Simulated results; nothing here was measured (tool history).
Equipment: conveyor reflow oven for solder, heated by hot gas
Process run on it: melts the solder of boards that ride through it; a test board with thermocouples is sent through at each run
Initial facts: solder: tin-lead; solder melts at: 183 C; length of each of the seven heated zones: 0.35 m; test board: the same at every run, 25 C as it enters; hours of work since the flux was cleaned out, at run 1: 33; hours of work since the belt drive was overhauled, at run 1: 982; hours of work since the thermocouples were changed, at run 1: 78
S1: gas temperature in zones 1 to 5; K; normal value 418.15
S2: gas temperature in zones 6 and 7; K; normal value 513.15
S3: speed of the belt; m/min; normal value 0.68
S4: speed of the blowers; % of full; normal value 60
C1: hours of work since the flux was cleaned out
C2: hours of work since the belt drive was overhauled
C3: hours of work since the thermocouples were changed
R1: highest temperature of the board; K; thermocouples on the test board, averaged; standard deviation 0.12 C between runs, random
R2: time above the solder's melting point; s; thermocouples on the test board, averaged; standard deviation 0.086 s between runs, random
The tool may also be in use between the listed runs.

run 1 hour=0 | S1=418.15 S2=513.15 S3=0.68 S4=60 | C1=33 C2=982 C3=78 | R1=500.35 R2=54.5
run 2 hour=25.6 | S1=418.15 S2=513.15 S3=0.68 S4=60 | C1=48 C2=997 C3=93 | R1=500.15 R2=54.47
run 3 hour=61.6 | S1=418.15 S2=513.15 S3=0.68 S4=60 | C1=70 C2=1019 C3=115 | R1=500.15 R2=54.17
run 4 hour=82.8 | S1=418.15 S2=513.15 S3=0.68 S4=60 | C1=82 C2=1031 C3=127 | R1=500.25 R2=54.42
run 5 hour=121.8 | S1=418.15 S2=502.15 S3=0.68 S4=60 | C1=106 C2=1055 C3=151 | R1=490.05 R2=49.18
run 6 hour=163.8 | S1=418.15 S2=509.15 S3=0.68 S4=60 | C1=131 C2=1080 C3=176 | R1=496.55 R2=52.47
run 7 hour=186.1 | S1=418.15 S2=509.15 S3=0.68 S4=60 | C1=144 C2=1093 C3=189 | R1=496.45 R2=52.64
run 8 hour=232.6 | S1=418.15 S2=509.15 S3=0.68 S4=60 | C1=171 C2=1121 C3=217 | R1=496.45 R2=52.64
run 9 hour=271.9 | S1=418.15 S2=509.15 S3=0.68 S4=60 | C1=195 C2=1144 C3=240 | R1=496.25 R2=52.48
run 10 hour=308.8 | S1=407.15 S2=517.15 S3=0.775 S4=66 | C1=217 C2=1166 C3=262 | R1=498.35 R2=43.74
-- hour=315 belt drive overhauled, speed set with a stopwatch
-- hour=323 flux residue cleaned out of gas plates and filters
run 11 hour=345.9 | S1=418.15 S2=526.15 S3=0.68 S4=76 | C1=14 C2=15 C3=279 | R1=514.85 R2=60.35
run 12 hour=367.5 | S1=418.15 S2=526.15 S3=0.68 S4=76 | C1=26 C2=28 C3=291 | R1=515.05 R2=60.3
-- hour=393.4 belt drive overhauled, speed set with a stopwatch, once more
run 13 hour=396.2 | S1=418.15 S2=526.15 S3=0.68 S4=76 | C1=41 C2=2 C3=306 | R1=514.85 R2=59.1
run 14 hour=417.6 | S1=424.15 S2=513.15 S3=0.68 S4=60 | C1=54 C2=14 C3=319 | R1=501.05 R2=56.31
run 15 hour=464.4 | S1=430.15 S2=523.15 S3=0.588 S4=81 | C1=82 C2=42 C3=347 | R1=516.75 R2=72.55
run 16 hour=507.7 | S1=407.15 S2=505.15 S3=0.587 S4=78 | C1=107 C2=68 C3=372 | R1=497.65 R2=58.63

Take each entry between the runs: how does the hidden state at the last listed run before it differ from the hidden state at the first listed run after it?
After run 10, before run 11: belt drive overhauled, speed set with a stopwatch (hour 315); flux residue cleaned out of gas plates and filters (hour 323)
  heat that the gas passes to the board, % of a clean oven's: 95.2 -> 99.4; belt's true speed, % of the reading: 99.08 -> 98.77; true gas temperature in zones 6 and 7 over the reading, C: 0.72 -> 0.74
  measured result minus the result with no hidden state, R1: -0.3 -> +0.9 K; R2: +0.21 -> +1.03 s
After run 12, before run 13: belt drive overhauled, speed set with a stopwatch, once more (hour 393.4)
  heat that the gas passes to the board, % of a clean oven's: 99.1 -> 98.8; belt's true speed, % of the reading: 98.76 -> 99.88; true gas temperature in zones 6 and 7 over the reading, C: 0.76 -> 0.78
  measured result minus the result with no hidden state, R1: +0.9 -> +0.5 K; R2: +1.03 -> +0.25 s
